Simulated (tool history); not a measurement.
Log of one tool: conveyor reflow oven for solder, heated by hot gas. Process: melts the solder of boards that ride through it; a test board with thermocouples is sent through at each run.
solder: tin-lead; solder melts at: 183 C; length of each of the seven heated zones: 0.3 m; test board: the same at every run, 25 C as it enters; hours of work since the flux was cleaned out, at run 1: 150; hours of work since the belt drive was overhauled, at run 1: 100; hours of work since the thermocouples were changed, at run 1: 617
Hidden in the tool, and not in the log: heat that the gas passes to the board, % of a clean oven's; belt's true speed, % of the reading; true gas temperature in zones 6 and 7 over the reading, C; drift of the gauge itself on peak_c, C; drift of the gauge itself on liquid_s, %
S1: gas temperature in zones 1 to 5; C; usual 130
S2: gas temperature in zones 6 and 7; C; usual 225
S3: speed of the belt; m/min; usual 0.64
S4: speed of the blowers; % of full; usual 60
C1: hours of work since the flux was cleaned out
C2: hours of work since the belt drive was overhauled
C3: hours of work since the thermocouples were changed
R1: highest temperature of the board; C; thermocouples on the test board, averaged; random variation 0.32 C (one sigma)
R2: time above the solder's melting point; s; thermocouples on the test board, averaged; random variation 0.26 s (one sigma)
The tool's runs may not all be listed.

Run 1, hour 0: usual settings; C1 150; C2 100; C3 617. Result: R1 203.7 C, R2 30 s.
Run 2, hour 17.6: usual settings; C1 158; C2 107; C3 625. Result: R1 204.2 C, R2 30.3 s.
Run 3, hour 37: usual settings; C1 166; C2 116; C3 633. Result: R1 203.6 C, R2 30.1 s.
Run 4, hour 56.7: usual settings; C1 175; C2 124; C3 642. Result: R1 203.5 C, R2 30.5 s.
Run 5, hour 66.5: usual settings but S1 123 C; C1 179; C2 128; C3 646. Result: R1 202.5 C, R2 26.8 s.
Run 6, hour 75.4: usual settings but S1 141 C; C1 183; C2 132; C3 650. Result: R1 205.7 C, R2 35 s.
Run 7, hour 86.7: usual settings but S1 141 C, S4 63 % of full; C1 188; C2 137; C3 655. Result: R1 206.1 C, R2 35.1 s.
Run 8, hour 105.5: usual settings but S1 141 C, S4 63 % of full; C1 196; C2 145; C3 663. Result: R1 206.2 C, R2 35.5 s.
Run 9, hour 115.7: usual settings but S4 59 % of full; C1 200; C2 150; C3 667. Result: R1 202.7 C, R2 29.5 s.
Run 10, hour 126.5: usual settings but S4 59 % of full; C1 205; C2 154; C3 672. Result: R1 203.3 C, R2 29.5 s.
Run 11, hour 146.1: usual settings but S4 59 % of full; C1 213; C2 163; C3 681. Result: R1 202.9 C, R2 29.6 s.
Run 12, hour 162.4: usual settings but S4 59 % of full; C1 221; C2 170; C3 688. Result: R1 202.5 C, R2 29.1 s.
Run 13, hour 182: usual settings but S2 221 C; C1 229; C2 179; C3 696. Result: R1 200 C, R2 26 s.
Run 14, hour 191.6: usual settings; C1 233; C2 183; C3 700. Result: R1 202.8 C, R2 29.1 s.
Run 15, hour 210.2: usual settings; C1 241; C2 191; C3 708. Result: R1 202.2 C, R2 29 s.
Run 16, hour 222.5: usual settings; C1 247; C2 196; C3 714. Result: R1 203.1 C, R2 29.3 s.
Run 17, hour 234.7: usual settings; C1 252; C2 201; C3 719. Result: R1 202.6 C, R2 29 s.
Run 18, hour 255: usual settings; C1 261; C2 210; C3 728. Result: R1 202.5 C, R2 29.1 s.
Run 19, hour 272.1: usual settings but S1 116 C, S2 237 C, S3 0.737 m/min, S4 85 % of full; C1 268; C2 218; C3 735. Result: R1 209.5 C, R2 27 s.
Run 20, hour 282.3: usual settings but S1 123 C, S2 231 C; C1 273; C2 222; C3 740. Result: R1 206.2 C, R2 30.2 s.
Run 21, hour 291.1: usual settings but S1 131 C, S2 222 C, S3 0.625 m/min, S4 54 % of full; C1 276; C2 226; C3 743. Result: R1 199.4 C, R2 26.9 s.
Run 22, hour 307.1: usual settings but S1 120 C, S2 221 C, S3 0.706 m/min, S4 62 % of full; C1 283; C2 233; C3 750. Result: R1 193 C, R2 15.1 s.
Run 23, hour 324.6: usual settings but S3 0.623 m/min, S4 72 % of full; C1 291; C2 240; C3 758. Result: R1 205.3 C, R2 33.3 s.
Run 24, hour 344.2: usual settings but S3 0.756 m/min, S4 64 % of full; C1 299; C2 249; C3 766. Result: R1 196.9 C, R2 18.6 s.
Run 25, hour 363.9: usual settings but S3 0.756 m/min, S4 64 % of full; C1 308; C2 257; C3 775. Result: R1 196.3 C, R2 18.5 s.
Run 26, hour 379.4: usual settings but S1 137 C, S2 233 C; C1 315; C2 264; C3 782. Result: R1 209.6 C, R2 36.8 s.
At hour 387.7: flux residue cleaned out of gas plates and filters.
Run 27, hour 399: usual settings but S1 137 C, S2 233 C, S3 0.55 m/min, S4 89 % of full; C1 5; C2 270; C3 788. Result: R1 222 C, R2 53.8 s.
Run 28, hour 409.2: usual settings but S1 123 C, S2 239 C; C1 9; C2 275; C3 793. Result: R1 215.4 C, R2 38.2 s.
Run 29, hour 419.5: usual settings but S2 236 C, S4 84 % of full; C1 14; C2 279; C3 797. Result: R1 219.4 C, R2 42.3 s.
Run 30, hour 436: usual settings but S1 127 C, S3 0.546 m/min; C1 21; C2 287; C3 804. Result: R1 209.6 C, R2 42.5 s.

How the hidden state differs across the entries between the runs, from the last listed run before each to the first after it:
Between runs 26 and 27: flux residue cleaned out of gas plates and filters (hour 387.7)
  heat that the gas passes to the board, % of a clean oven's: 85.7 -> 99.7; belt's true speed, % of the reading: 99.13 -> 99.11; true gas temperature in zones 6 and 7 over the reading, C: -2.61 -> -2.64
  measured less the result without the state, R1: -5.5 -> -2.3 C; R2: -3.8 -> -0.5 s

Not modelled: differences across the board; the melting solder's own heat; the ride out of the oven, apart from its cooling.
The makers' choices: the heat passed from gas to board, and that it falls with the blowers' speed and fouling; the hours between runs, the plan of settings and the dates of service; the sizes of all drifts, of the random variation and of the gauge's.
